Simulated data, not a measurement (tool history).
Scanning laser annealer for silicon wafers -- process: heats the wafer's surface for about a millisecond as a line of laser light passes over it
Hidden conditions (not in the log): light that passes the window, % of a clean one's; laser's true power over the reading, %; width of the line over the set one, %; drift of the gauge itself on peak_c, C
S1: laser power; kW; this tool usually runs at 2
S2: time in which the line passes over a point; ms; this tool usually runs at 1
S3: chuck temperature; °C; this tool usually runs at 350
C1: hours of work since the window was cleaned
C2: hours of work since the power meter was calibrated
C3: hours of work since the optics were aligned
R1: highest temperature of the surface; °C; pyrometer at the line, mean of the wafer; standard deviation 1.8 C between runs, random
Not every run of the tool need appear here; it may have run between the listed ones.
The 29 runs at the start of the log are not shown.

{"run": 30, "hour": 499.1, "S1": 1.95, "S2": 1.16, "S3": 339, "C1": 133, "C2": 746, "C3": 464, "R1": 1074}
{"run": 31, "hour": 510.2, "S1": 2.004, "S2": 1, "S3": 360, "C1": 139, "C2": 752, "C3": 471, "R1": 1060}
{"run": 32, "hour": 520.7, "S1": 1.739, "S2": 0.78, "S3": 350, "C1": 145, "C2": 758, "C3": 476, "R1": 878}
{"run": 33, "hour": 531.7, "S1": 1.739, "S2": 0.78, "S3": 350, "C1": 151, "C2": 764, "C3": 482, "R1": 877}
{"run": 34, "hour": 548.9, "S1": 1.739, "S2": 0.78, "S3": 325, "C1": 160, "C2": 773, "C3": 492, "R1": 854}
{"run": 35, "hour": 569.8, "S1": 1.739, "S2": 0.73, "S3": 342, "C1": 172, "C2": 785, "C3": 504, "R1": 848}
{"run": 36, "hour": 589.5, "S1": 2.035, "S2": 0.78, "S3": 334, "C1": 183, "C2": 796, "C3": 515, "R1": 950}
{"run": 37, "hour": 608.6, "S1": 2, "S2": 1.21, "S3": 350, "C1": 193, "C2": 806, "C3": 525, "R1": 1110}
{"run": 38, "hour": 630.5, "S1": 2.151, "S2": 1.19, "S3": 350, "C1": 206, "C2": 818, "C3": 537, "R1": 1161}
{"run": 39, "hour": 650.0, "S1": 2, "S2": 1, "S3": 318, "C1": 216, "C2": 829, "C3": 548, "R1": 1004}
{"run": 40, "hour": 668.2, "S1": 2, "S2": 1, "S3": 318, "C1": 226, "C2": 839, "C3": 558, "R1": 1003}

Run 41 has not been measured yet. What should we expect?
{"run": 41, "hour": 679.1, "S1": 2, "S2": 1, "S3": 323, "C1": 232, "C2": 845, "C3": 564, "R1": "?"}

R1: 1011 °C
Take away the tool's hidden state, keep the run-to-run variation as it was, and the same run would have given R1 1048 °C.

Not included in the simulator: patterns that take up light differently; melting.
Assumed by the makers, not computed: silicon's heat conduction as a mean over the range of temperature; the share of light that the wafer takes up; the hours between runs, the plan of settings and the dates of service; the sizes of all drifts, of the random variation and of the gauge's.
